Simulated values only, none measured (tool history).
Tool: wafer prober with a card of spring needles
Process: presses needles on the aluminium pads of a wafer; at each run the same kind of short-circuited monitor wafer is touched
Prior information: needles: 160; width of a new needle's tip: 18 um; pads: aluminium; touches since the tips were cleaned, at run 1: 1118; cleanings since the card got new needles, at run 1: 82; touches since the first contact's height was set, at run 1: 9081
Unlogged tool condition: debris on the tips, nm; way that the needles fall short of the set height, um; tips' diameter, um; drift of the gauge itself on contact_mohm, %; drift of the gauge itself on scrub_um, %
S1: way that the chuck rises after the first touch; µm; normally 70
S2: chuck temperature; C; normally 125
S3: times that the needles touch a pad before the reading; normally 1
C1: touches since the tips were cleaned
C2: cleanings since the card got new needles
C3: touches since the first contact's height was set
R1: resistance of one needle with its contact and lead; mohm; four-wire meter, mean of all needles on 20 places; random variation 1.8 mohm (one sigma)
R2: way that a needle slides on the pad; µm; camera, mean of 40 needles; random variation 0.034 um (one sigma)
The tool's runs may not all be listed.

run    hour  S1   S2  S3    C1   C2      C3   R1     R2
  1     0.0  70  125   1  1118   82    9081  198  10.79
        4.5  -- tips cleaned on abrasive film
       12.0  -- tips cleaned on abrasive film
       18.0  -- tips cleaned on abrasive film
       25.4  -- tips cleaned on abrasive film
       31.4  -- tips cleaned on abrasive film
       38.9  -- tips cleaned on abrasive film
       46.4  -- tips cleaned on abrasive film
  2    47.1  70  125   1   280   89   26993  192  10.77
       53.1  -- tips cleaned on abrasive film
       60.6  -- tips cleaned on abrasive film
       68.0  -- tips cleaned on abrasive film
       75.5  -- tips cleaned on abrasive film
       83.0  -- tips cleaned on abrasive film
       90.4  -- tips cleaned on abrasive film
       97.9  -- tips cleaned on abrasive film
      105.4  -- tips cleaned on abrasive film
  3   106.6  70  125   1   491   97   49667  191  10.66
      112.6  -- tips cleaned on abrasive film
      120.1  -- tips cleaned on abrasive film
      127.6  -- tips cleaned on abrasive film
      135.0  -- tips cleaned on abrasive film
      142.5  -- tips cleaned on abrasive film
      150.0  -- tips cleaned on abrasive film
      157.4  -- tips cleaned on abrasive film
      164.9  -- tips cleaned on abrasive film
  4   169.8  70  125   1  1870  105   73720  216  10.57
      171.3  -- tips cleaned on abrasive film
      177.3  -- tips cleaned on abrasive film
      184.8  -- tips cleaned on abrasive film
      190.8  -- tips cleaned on abrasive film
      198.3  -- tips cleaned on abrasive film
      205.7  -- tips cleaned on abrasive film
      213.2  -- tips cleaned on abrasive film
      220.7  -- tips cleaned on abrasive film
  5   226.5  70  125   1  2273  113   95332  218  10.55
      228.1  -- tips cleaned on abrasive film
      235.6  -- tips cleaned on abrasive film
      243.1  -- tips cleaned on abrasive film
      250.5  -- tips cleaned on abrasive film
      258.0  -- tips cleaned on abrasive film
      265.5  -- tips cleaned on abrasive film
      272.9  -- tips cleaned on abrasive film
      280.4  -- tips cleaned on abrasive film
      287.9  -- tips cleaned on abrasive film
      295.3  -- tips cleaned on abrasive film
      302.8  -- tips cleaned on abrasive film
      310.3  -- tips cleaned on abrasive film
      317.0  -- tips cleaned on abrasive film
  6   317.0  70  125   1     0  126  129733  189  10.35
      318.7  -- height of the first contact set anew
      324.7  -- tips cleaned on abrasive film
      332.2  -- tips cleaned on abrasive film
      339.7  -- tips cleaned on abrasive film
      347.1  -- tips cleaned on abrasive film
      354.6  -- tips cleaned on abrasive film
      362.1  -- tips cleaned on abrasive film
      369.5  -- tips cleaned on abrasive film
  7   370.1  70  125   1   230  133   19569  194  10.16
      376.1  -- tips cleaned on abrasive film
      382.1  -- tips cleaned on abrasive film
      389.6  -- tips cleaned on abrasive film
      395.6  -- tips cleaned on abrasive film
      403.0  -- tips cleaned on abrasive film
      410.5  -- tips cleaned on abrasive film
      418.0  -- tips cleaned on abrasive film
      425.4  -- tips cleaned on abrasive film
      432.9  -- tips cleaned on abrasive film
      440.4  -- tips cleaned on abrasive film
      447.9  -- tips cleaned on abrasive film
      455.3  -- tips cleaned on abrasive film
  8   460.1  70  125   1  1835  145   53824  219  10.13
      461.6  -- tips cleaned on abrasive film
      469.1  -- tips cleaned on abrasive film
      476.6  -- tips cleaned on abrasive film
      484.0  -- tips cleaned on abrasive film
      491.5  -- tips cleaned on abrasive film
      499.0  -- tips cleaned on abrasive film
      506.4  -- tips cleaned on abrasive film
      512.4  -- tips cleaned on abrasive film
      519.9  -- tips cleaned on abrasive film
      527.4  -- tips cleaned on abrasive film
      533.4  -- tips cleaned on abrasive film
      540.8  -- tips cleaned on abrasive film
  9   541.1  70  125   1    86  157   84621  191   9.99
      547.0  -- tips cleaned on abrasive film
      553.0  -- tips cleaned on abrasive film
      560.5  -- tips cleaned on abrasive film
      566.5  -- tips cleaned on abrasive film
      574.0  -- tips cleaned on abrasive film
      581.4  -- tips cleaned on abrasive film
      588.9  -- tips cleaned on abrasive film
      594.9  -- tips cleaned on abrasive film
      602.4  -- tips cleaned on abrasive film
      609.8  -- tips cleaned on abrasive film
      617.3  -- tips cleaned on abrasive film
 10   623.0  70  125   1  2213  168  115840  228   9.94
      624.6  -- tips cleaned on abrasive film
      632.1  -- tips cleaned on abrasive film
      639.5  -- tips cleaned on abrasive film
      647.0  -- tips cleaned on abrasive film
      654.5  -- tips cleaned on abrasive film
      661.9  -- tips cleaned on abrasive film
      669.4  -- tips cleaned on abrasive film
      676.9  -- tips cleaned on abrasive film
      684.3  -- tips cleaned on abrasive film
      691.8  -- tips cleaned on abrasive film
      697.8  -- tips cleaned on abrasive film
      705.3  -- tips cleaned on abrasive film
      710.0  -- height of the first contact set anew, once more
      713.0  -- tips cleaned on abrasive film
 11   713.4  50   26   2   120  181    1257  177   7.77
      719.3  -- tips cleaned on abrasive film
      726.8  -- tips cleaned on abrasive film
      734.3  -- tips cleaned on abrasive film
      741.7  -- tips cleaned on abrasive film
      749.2  -- tips cleaned on abrasive film
      756.7  -- tips cleaned on abrasive film
      764.1  -- tips cleaned on abrasive film
      770.1  -- tips cleaned on abrasive film
 12   772.3  50   80   2   828  189   23695  209   7.64
      776.8  -- tips cleaned on abrasive film
      784.3  -- tips cleaned on abrasive film
      791.7  -- tips cleaned on abrasive film
      799.2  -- tips cleaned on abrasive film
      806.7  -- tips cleaned on abrasive film
      814.1  -- tips cleaned on abrasive film
      821.6  -- tips cleaned on abrasive film
      828.9  -- tips cleaned on abrasive film
 13   828.9  73   41   1     0  197   45251  174  11.08
      836.4  -- tips cleaned on abrasive film
      843.9  -- tips cleaned on abrasive film
      851.3  -- tips cleaned on abrasive film
      858.8  -- tips cleaned on abrasive film
      866.3  -- tips cleaned on abrasive film
      872.3  -- tips cleaned on abrasive film
      879.7  -- tips cleaned on abrasive film
      887.2  -- tips cleaned on abrasive film
      893.4  -- tips cleaned on abrasive film
 14   893.4  70   33   1     0  206   69781  170  10.56
      899.4  -- tips cleaned on abrasive film
      906.8  -- tips cleaned on abrasive film
      914.3  -- tips cleaned on abrasive film
      921.8  -- tips cleaned on abrasive film
      927.8  -- tips cleaned on abrasive film
      935.2  -- tips cleaned on abrasive film
      942.7  -- tips cleaned on abrasive film
      950.2  -- tips cleaned on abrasive film
      957.6  -- tips cleaned on abrasive film
      965.1  -- tips cleaned on abrasive film
 15   968.5  70   27   1  1306  216   98390  192  10.50
      971.5  -- tips cleaned on abrasive film
      977.5  -- tips cleaned on abrasive film
      985.0  -- tips cleaned on abrasive film
      992.5  -- tips cleaned on abrasive film
      999.9  -- tips cleaned on abrasive film
     1007.4  -- tips cleaned on abrasive film
     1014.9  -- tips cleaned on abrasive film
     1020.9  -- tips cleaned on abrasive film
     1028.3  -- tips cleaned on abrasive film
     1034.3  -- tips cleaned on abrasive film
     1040.8  -- tips cleaned on abrasive film
 16  1040.8  60   44   1     0  227  125881  182   8.86
     1048.3  -- tips cleaned on abrasive film
     1055.7  -- tips cleaned on abrasive film
     1063.2  -- tips cleaned on abrasive film
     1069.2  -- tips cleaned on abrasive film
     1076.7  -- tips cleaned on abrasive film
     1084.1  -- tips cleaned on abrasive film
     1091.6  -- tips cleaned on abrasive film
     1099.1  -- tips cleaned on abrasive film
     1106.5  -- tips cleaned on abrasive film
     1112.5  -- tips cleaned on abrasive film
 17  1115.5  56   38   1  1163  237  154345  230   8.05
     1118.6  -- tips cleaned on abrasive film
     1126.0  -- tips cleaned on abrasive film
     1133.5  -- tips cleaned on abrasive film
     1139.5  -- tips cleaned on abrasive film
     1147.0  -- tips cleaned on abrasive film
     1154.4  -- tips cleaned on abrasive film
     1161.9  -- tips cleaned on abrasive film
     1169.4  -- tips cleaned on abrasive film
 18  1170.4  68   26   2   396  245  175205  181   9.89
     1176.4  -- tips cleaned on abrasive film
     1182.4  -- tips cleaned on abrasive film
     1189.8  -- tips cleaned on abrasive film
     1197.3  -- tips cleaned on abrasive film
     1203.3  -- tips cleaned on abrasive film
     1210.8  -- tips cleaned on abrasive film
     1216.8  -- tips cleaned on abrasive film
     1224.2  -- tips cleaned on abrasive film
     1231.7  -- tips cleaned on abrasive film
     1239.2  -- tips cleaned on abrasive film
     1246.6  -- tips cleaned on abrasive film
     1254.1  -- tips cleaned on abrasive film
 19  1256.5  68   26   2   910  257  207968  185   9.77
     1261.0  -- tips cleaned on abrasive film
     1268.4  -- tips cleaned on abrasive film
     1275.9  -- tips cleaned on abrasive film
     1279.2  -- height of the first contact set anew
     1283.7  -- tips cleaned on abrasive film
     1289.7  -- tips cleaned on abrasive film
     1297.1  -- tips cleaned on abrasive film
 20  1300.4  58   41   2  1257  263    8083  201   8.89

3 options for the next run, each taken on its own from the tool as it stands now. Forecast them:
     1303.4  -- tips cleaned on abrasive film
     1309.4  -- tips cleaned on abrasive film
     1316.9  -- tips cleaned on abrasive film
     1322.9  -- tips cleaned on abrasive film
     1330.4  -- tips cleaned on abrasive film
     1337.8  -- tips cleaned on abrasive film
  A  1343.6  70  125   2  2229  269  24531   ?   ?
     1303.4  -- tips cleaned on abrasive film
     1309.4  -- tips cleaned on abrasive film
     1316.9  -- tips cleaned on abrasive film
     1322.9  -- tips cleaned on abrasive film
     1330.4  -- tips cleaned on abrasive film
     1337.8  -- tips cleaned on abrasive film
  B  1343.6  74   72   3  2229  269  24531   ?   ?
     1303.4  -- tips cleaned on abrasive film
     1309.4  -- tips cleaned on abrasive film
     1316.9  -- tips cleaned on abrasive film
     1322.9  -- tips cleaned on abrasive film
     1330.4  -- tips cleaned on abrasive film
     1337.8  -- tips cleaned on abrasive film
  C  1343.6  77  125   1  2229  269  24531   ?   ?

run   R1     R2
  A  212  10.68
  B  187  11.33
  C  218  11.75
Had the tool no hidden state, the same runs would have come out as:
run   R1     R2
  A  181  10.76
  B  167  11.42
  C  179  11.84

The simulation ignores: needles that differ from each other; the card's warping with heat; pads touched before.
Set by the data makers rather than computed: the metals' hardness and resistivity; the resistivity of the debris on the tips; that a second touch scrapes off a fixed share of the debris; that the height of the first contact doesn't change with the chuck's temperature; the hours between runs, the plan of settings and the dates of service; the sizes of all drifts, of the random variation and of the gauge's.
